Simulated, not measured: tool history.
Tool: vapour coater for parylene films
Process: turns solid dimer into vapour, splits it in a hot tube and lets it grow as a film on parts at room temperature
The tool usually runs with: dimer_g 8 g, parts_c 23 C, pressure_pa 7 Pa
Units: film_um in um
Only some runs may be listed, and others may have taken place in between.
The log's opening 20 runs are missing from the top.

run,hour,dimer_g,parts_c,pressure_pa,film_um
21,214,8,28,3.52,4.127
22,225.3,8,25,7,4.067
23,232.1,8,25,7,4.087
24,240.8,6,21,9.84,3.209
25,252.4,12,17,6.62,7.317
26,261.4,4,30,2.77,2.028
27,277.7,4,30,2.77,2.043
28,294.5,4,30,2.77,2.034
29,304.8,5,16,7,3.099
30,316.2,5,16,7,3.111

Predict the results of run 31:
31,323.4,5,16,7,?

Run 31 yielded film_um 3.1 um.
Take away the tool's hidden state, keep the run-to-run variation as it was, and the same run would have given film_um 3.049 um.

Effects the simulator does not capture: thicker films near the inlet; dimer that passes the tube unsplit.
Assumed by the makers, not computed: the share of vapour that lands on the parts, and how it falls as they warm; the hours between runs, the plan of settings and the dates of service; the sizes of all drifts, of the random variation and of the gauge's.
